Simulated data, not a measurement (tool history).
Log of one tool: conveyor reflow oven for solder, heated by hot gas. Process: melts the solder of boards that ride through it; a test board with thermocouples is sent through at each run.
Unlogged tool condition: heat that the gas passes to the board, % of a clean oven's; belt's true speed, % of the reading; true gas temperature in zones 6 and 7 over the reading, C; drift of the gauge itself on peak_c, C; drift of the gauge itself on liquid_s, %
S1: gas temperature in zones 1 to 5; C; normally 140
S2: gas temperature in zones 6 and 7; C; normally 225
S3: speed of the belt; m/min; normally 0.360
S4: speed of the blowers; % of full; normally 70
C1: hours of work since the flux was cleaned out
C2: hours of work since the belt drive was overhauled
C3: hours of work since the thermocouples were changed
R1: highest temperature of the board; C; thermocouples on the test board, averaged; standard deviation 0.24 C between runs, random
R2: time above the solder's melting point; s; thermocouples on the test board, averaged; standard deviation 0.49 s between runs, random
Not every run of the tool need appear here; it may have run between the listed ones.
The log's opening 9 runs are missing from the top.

At hour 638.7: thermocouples of zones 6 and 7 changed.
Run 10, hour 659.9: usual settings; C1 246; C2 1171; C3 9. Result: R1 208.3 C, R2 79.5 s.
Run 11, hour 744.2: usual settings but S2 218 C; C1 284; C2 1209; C3 47. Result: R1 203.3 C, R2 69.2 s.
Run 12, hour 790.4: usual settings but S2 218 C; C1 304; C2 1229; C3 67. Result: R1 202.8 C, R2 67.8 s.
Run 13, hour 862.7: usual settings but S2 218 C; C1 336; C2 1261; C3 99. Result: R1 202.4 C, R2 67.6 s.
Run 14, hour 918.4: usual settings but S2 218 C; C1 361; C2 1286; C3 124. Result: R1 202.3 C, R2 67.2 s.
Run 15, hour 1003.9: usual settings; C1 399; C2 1324; C3 162. Result: R1 207.8 C, R2 76.6 s.
At hour 1033.4: flux residue cleaned out of gas plates and filters.
Run 16, hour 1060.0: usual settings but S4 74 % of full; C1 12; C2 1346; C3 185. Result: R1 212.1 C, R2 86.2 s.
Run 17, hour 1133.6: usual settings but S4 74 % of full; C1 44; C2 1379; C3 217. Result: R1 212.0 C, R2 85.7 s.
Run 18, hour 1221.2: usual settings but S3 0.324 m/min, S4 80 % of full; C1 83; C2 1418; C3 256. Result: R1 215.5 C, R2 102.3 s.
Run 19, hour 1279.4: usual settings but S3 0.324 m/min, S4 80 % of full; C1 109; C2 1444; C3 282. Result: R1 215.3 C, R2 102.0 s.
Run 20, hour 1362.9: usual settings but S3 0.324 m/min, S4 80 % of full; C1 146; C2 1481; C3 319. Result: R1 215.5 C, R2 100.9 s.
Run 21, hour 1462.1: usual settings but S1 147 C, S3 0.293 m/min, S4 80 % of full; C1 190; C2 1525; C3 363. Result: R1 217.8 C, R2 122.1 s.
Run 22, hour 1518.9: usual settings but S1 133 C, S3 0.371 m/min; C1 215; C2 1550; C3 388. Result: R1 207.6 C, R2 71.8 s.
At hour 1540.3: belt drive overhauled, speed set with a stopwatch.
Run 23, hour 1608.4: usual settings but S1 133 C, S3 0.371 m/min; C1 253; C2 30; C3 426. Result: R1 206.4 C, R2 65.9 s.
Run 24, hour 1701.6: usual settings but S1 133 C, S3 0.371 m/min; C1 295; C2 72; C3 468. Result: R1 206.0 C, R2 64.8 s.
Run 25, hour 1767.4: usual settings but S1 155 C, S2 230 C, S3 0.349 m/min, S4 59 % of full; C1 324; C2 101; C3 497. Result: R1 214.2 C, R2 96.2 s.
Run 26, hour 1823.0: usual settings but S1 155 C, S2 230 C, S3 0.349 m/min, S4 59 % of full; C1 349; C2 125; C3 521. Result: R1 214.3 C, R2 96.3 s.
Run 27, hour 1878.1: usual settings but S1 130 C, S3 0.367 m/min; C1 373; C2 150; C3 546. Result: R1 204.8 C, R2 62.5 s.
Run 28, hour 1920.6: usual settings but S1 130 C, S3 0.367 m/min; C1 392; C2 169; C3 565. Result: R1 204.6 C, R2 62.0 s.
At hour 1963.0: flux residue cleaned out of gas plates and filters.
Run 29, hour 1994.9: usual settings but S1 154 C, S2 240 C, S3 0.304 m/min; C1 14; C2 199; C3 596. Result: R1 231.5 C, R2 130.2 s.
Run 30, hour 2059.2: usual settings but S1 138 C, S3 0.328 m/min, S4 54 % of full; C1 43; C2 228; C3 624. Result: R1 210.2 C, R2 85.7 s.
Run 31, hour 2132.2: usual settings but S1 146 C, S2 220 C, S3 0.392 m/min; C1 75; C2 260; C3 656. Result: R1 205.6 C, R2 68.9 s.

Below are 3 alternative next runs, each starting from the tool's condition after run 31. Predict each:
Run A, hour 2219.0: usual settings but S1 146 C, S2 220 C, S3 0.394 m/min, S4 54 % of full; C1 114; C2 299; C3 695. Result: R1 ?, R2 ?.
Run B, hour 2219.0: usual settings but S1 132 C, S2 226 C, S3 0.392 m/min; C1 114; C2 299; C3 695. Result: R1 ?, R2 ?.
Run C, hour 2219.0: usual settings but S1 146 C, S2 218 C, S3 0.317 m/min; C1 114; C2 299; C3 695. Result: R1 ?, R2 ?.

run     R1    R2
  A  201.1  57.7
  B  207.3  63.6
  C  209.5  95.9
Stripped of hidden state, with their random variation kept, the same runs would have yielded:
run     R1    R2
  A  200.2  56.2
  B  206.6  62.6
  C  208.2  93.9
